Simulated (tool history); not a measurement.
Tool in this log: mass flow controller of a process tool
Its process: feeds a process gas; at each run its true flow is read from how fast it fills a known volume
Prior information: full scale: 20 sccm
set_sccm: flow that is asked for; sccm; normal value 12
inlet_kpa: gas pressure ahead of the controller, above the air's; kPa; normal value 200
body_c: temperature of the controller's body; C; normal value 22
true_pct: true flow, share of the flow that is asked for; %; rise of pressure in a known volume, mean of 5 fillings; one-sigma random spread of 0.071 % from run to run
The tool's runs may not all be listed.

run,hour,set_sccm,inlet_kpa,body_c,true_pct
1,0.0,12,200,22,99.66
2,57.9,12,200,39,100.66
3,164.5,12,200,39,100.61
4,237.1,12,200,39,100.53
5,367.4,12,200,39,100.48
6,504.5,12,200,39,100.37
7,636.5,12,200,39,100.33
8,742.7,12,143,22,99.15
9,876.3,12,209,22,99.26
10,949.8,12,209,22,99.26
11,1010.7,12,209,22,99.32
12,1068.6,9,145,35,99.93
13,1126.8,13,184,35,100.11
14,1190.5,5,151,23,98.99
15,1303.3,5,151,23,98.85
16,1421.5,5,151,23,98.91
17,1541.0,11,181,21,98.85
18,1663.0,8,147,38,99.71
19,1722.7,8,147,36,99.66
20,1857.4,3,272,25,98.82
21,1960.2,3,272,25,98.91

What if the next run were any one of these 3? Each begins from the tool's condition after run 21:
A,2026.8,3,237,37,?
B,2026.8,12,259,22,?
C,2026.8,3,208,34,?

run,true_pct
A,99.51
B,98.85
C,99.28
Without the tool's hidden state the same runs would have given:
run,true_pct
A,100.32
B,99.65
C,100.08
